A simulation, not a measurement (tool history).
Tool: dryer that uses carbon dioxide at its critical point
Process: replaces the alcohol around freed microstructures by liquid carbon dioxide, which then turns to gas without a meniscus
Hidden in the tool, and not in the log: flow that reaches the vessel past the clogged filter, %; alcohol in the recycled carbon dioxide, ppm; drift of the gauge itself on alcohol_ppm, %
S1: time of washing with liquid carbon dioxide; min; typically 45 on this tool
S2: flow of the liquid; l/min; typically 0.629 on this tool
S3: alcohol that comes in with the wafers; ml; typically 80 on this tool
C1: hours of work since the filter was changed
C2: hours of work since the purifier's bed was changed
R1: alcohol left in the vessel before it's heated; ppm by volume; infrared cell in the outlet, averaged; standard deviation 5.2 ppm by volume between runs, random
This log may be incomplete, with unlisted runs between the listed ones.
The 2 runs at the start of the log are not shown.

run,day,S1,S2,S3,C1,C2,R1
3,1.258,63,0.629,80,56,130,61
4,1.908,63,0.629,80,68,142,71
5,2.617,45,0.629,80,81,155,189
6,3.3,45,0.629,80,93,167,201
7,3.979,45,0.629,93,106,180,225
8,4.658,45,0.629,93,118,192,243
9,5.296,45,0.629,93,130,204,250
10,5.842,45,0.914,80,139,214,98
11,6.162,45,0.914,80,145,219,98
12,6.871,45,0.435,80,158,232,768
13,7.612,45,0.435,80,172,246,807
14,8.183,45,0.629,80,182,256,284
15,8.712,45,0.629,80,191,266,293
16,9.212,30,0.629,80,201,275,1027
17,9.575,30,0.629,80,207,281,1066
18,10.083,30,0.629,80,216,290,1074
19,10.538,30,0.629,80,225,299,1088
20,11.246,30,0.629,80,237,312,1102
# day 11.412: inlet filter changed
21,11.646,30,0.629,80,4,318,714
22,12.208,29,0.629,80,14,328,823
23,12.596,42,0.418,80,21,335,849
24,13.025,45,0.578,80,29,343,272
25,13.517,68,0.894,86,38,352,134

Estimate the outcome of run 26 from the log above:
26,13.829,33,0.561,80,44,358,?

{"run 26": {"R1": 816}}
With the hidden condition absent and the run-to-run variation left alone, this run would have shown R1 606 ppm by volume.
